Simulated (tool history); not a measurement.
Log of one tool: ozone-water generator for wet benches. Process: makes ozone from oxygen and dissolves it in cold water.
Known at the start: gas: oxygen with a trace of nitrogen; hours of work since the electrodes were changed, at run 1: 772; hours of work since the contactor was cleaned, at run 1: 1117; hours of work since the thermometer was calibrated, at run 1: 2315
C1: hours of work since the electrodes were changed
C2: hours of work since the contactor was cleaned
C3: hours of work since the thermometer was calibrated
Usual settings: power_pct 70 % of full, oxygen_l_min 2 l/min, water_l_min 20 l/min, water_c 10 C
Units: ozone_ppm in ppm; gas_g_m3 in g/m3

run 1 hour=0 | power_pct=70 oxygen_l_min=2 water_l_min=20 water_c=10 | C1=772 C2=1117 C3=2315 | ozone_ppm=17.2 gas_g_m3=264.9
run 2 hour=92 | power_pct=70 oxygen_l_min=2 water_l_min=20 water_c=10 | C1=853 C2=1198 C3=2396 | ozone_ppm=17.2 gas_g_m3=266.1
run 3 hour=181.4 | power_pct=70 oxygen_l_min=2 water_l_min=20 water_c=10 | C1=932 C2=1276 C3=2475 | ozone_ppm=17.2 gas_g_m3=264.3
run 4 hour=272.4 | power_pct=70 oxygen_l_min=2 water_l_min=20 water_c=10 | C1=1012 C2=1356 C3=2555 | ozone_ppm=17.3 gas_g_m3=259.9
run 5 hour=366.3 | power_pct=70 oxygen_l_min=2 water_l_min=17 water_c=10 | C1=1094 C2=1439 C3=2637 | ozone_ppm=19.8 gas_g_m3=260.3
run 6 hour=415.8 | power_pct=70 oxygen_l_min=2 water_l_min=12 water_c=10 | C1=1138 C2=1482 C3=2681 | ozone_ppm=27.1 gas_g_m3=258.9
run 7 hour=503.5 | power_pct=70 oxygen_l_min=2 water_l_min=20 water_c=10 | C1=1215 C2=1559 C3=2758 | ozone_ppm=16.9 gas_g_m3=257.8
run 8 hour=576.2 | power_pct=70 oxygen_l_min=2 water_l_min=20 water_c=10 | C1=1279 C2=1623 C3=2822 | ozone_ppm=16.9 gas_g_m3=256.2
run 9 hour=623.5 | power_pct=70 oxygen_l_min=2 water_l_min=20 water_c=10 | C1=1321 C2=1665 C3=2864 | ozone_ppm=16.8 gas_g_m3=256.1
run 10 hour=715.1 | power_pct=70 oxygen_l_min=2 water_l_min=18 water_c=10 | C1=1401 C2=1746 C3=2944 | ozone_ppm=18.7 gas_g_m3=252.6
run 11 hour=789.3 | power_pct=70 oxygen_l_min=2 water_l_min=18 water_c=10 | C1=1467 C2=1811 C3=3009 | ozone_ppm=18.3 gas_g_m3=250.9
run 12 hour=831.5 | power_pct=70 oxygen_l_min=2 water_l_min=18 water_c=10 | C1=1504 C2=1848 C3=3047 | ozone_ppm=18 gas_g_m3=251.1
run 13 hour=883.5 | power_pct=70 oxygen_l_min=2 water_l_min=18 water_c=10 | C1=1549 C2=1894 C3=3092 | ozone_ppm=18.3 gas_g_m3=251.5
run 14 hour=948.8 | power_pct=70 oxygen_l_min=2 water_l_min=12 water_c=10 | C1=1607 C2=1951 C3=3150 | ozone_ppm=26.4 gas_g_m3=252.4
run 15 hour=1020.1 | power_pct=70 oxygen_l_min=2.69 water_l_min=12 water_c=10 | C1=1670 C2=2014 C3=3213 | ozone_ppm=27 gas_g_m3=212.9
run 16 hour=1111.7 | power_pct=70 oxygen_l_min=2 water_l_min=20 water_c=14 | C1=1750 C2=2094 C3=3293 | ozone_ppm=15.9 gas_g_m3=248.8
run 17 hour=1185.5 | power_pct=67 oxygen_l_min=2 water_l_min=25 water_c=6 | C1=1815 C2=2159 C3=3358 | ozone_ppm=12.7 gas_g_m3=239.9
-- hour=1194.4 water thermometer calibrated
run 18 hour=1274.5 | power_pct=70 oxygen_l_min=2 water_l_min=20 water_c=10 | C1=1893 C2=2237 C3=70 | ozone_ppm=15.8 gas_g_m3=246
-- hour=1328.7 contactor cleaned
run 19 hour=1353.2 | power_pct=51 oxygen_l_min=3.29 water_l_min=25 water_c=13 | C1=1959 C2=22 C3=136 | ozone_ppm=11.3 gas_g_m3=147.8
run 20 hour=1445.9 | power_pct=70 oxygen_l_min=2.11 water_l_min=23 water_c=10 | C1=2040 C2=103 C3=218 | ozone_ppm=14.2 gas_g_m3=239.1
run 21 hour=1502.8 | power_pct=70 oxygen_l_min=2.11 water_l_min=24 water_c=10 | C1=2090 C2=153 C3=268 | ozone_ppm=13.6 gas_g_m3=235.1
-- hour=1547.1 water thermometer calibrated, once more
run 22 hour=1573.9 | power_pct=70 oxygen_l_min=1.17 water_l_min=24 water_c=7 | C1=2152 C2=215 C3=24 | ozone_ppm=11.5 gas_g_m3=330.3
run 23 hour=1621.7 | power_pct=49 oxygen_l_min=2.85 water_l_min=20 water_c=11 | C1=2194 C2=257 C3=66 | ozone_ppm=13.5 gas_g_m3=153
run 24 hour=1715.2 | power_pct=49 oxygen_l_min=2.85 water_l_min=20 water_c=11 | C1=2276 C2=339 C3=148 | ozone_ppm=13.3 gas_g_m3=152.8
run 25 hour=1811.1 | power_pct=49 oxygen_l_min=2.85 water_l_min=20 water_c=11 | C1=2361 C2=424 C3=232 | ozone_ppm=13.2 gas_g_m3=152.6
run 26 hour=1876.8 | power_pct=51 oxygen_l_min=2 water_l_min=18 water_c=8 | C1=2419 C2=482 C3=290 | ozone_ppm=14.3 gas_g_m3=189.8
run 27 hour=1964.4 | power_pct=72 oxygen_l_min=2 water_l_min=16 water_c=14 | C1=2496 C2=559 C3=367 | ozone_ppm=18.9 gas_g_m3=240.6
run 28 hour=2032.5 | power_pct=72 oxygen_l_min=2 water_l_min=31 water_c=15 | C1=2556 C2=619 C3=427 | ozone_ppm=9.8 gas_g_m3=238.1
run 29 hour=2086.3 | power_pct=72 oxygen_l_min=2 water_l_min=31 water_c=15 | C1=2603 C2=666 C3=474 | ozone_ppm=9.8 gas_g_m3=237.4
run 30 hour=2162.9 | power_pct=53 oxygen_l_min=1.98 water_l_min=17 water_c=16 | C1=2670 C2=733 C3=542 | ozone_ppm=14.3 gas_g_m3=196.5

The next listed run, before its measurement:
run 31 hour=2242.1 | power_pct=53 oxygen_l_min=1.98 water_l_min=17 water_c=7 | C1=2740 C2=803 C3=611 | ozone_ppm=? gas_g_m3=?

ozone_ppm: 15.3 ppm
gas_g_m3: 193.4 g/m3
Without the tool's hidden state the same run would have given ozone_ppm 17.8 ppm, gas_g_m3 222.9 g/m3.
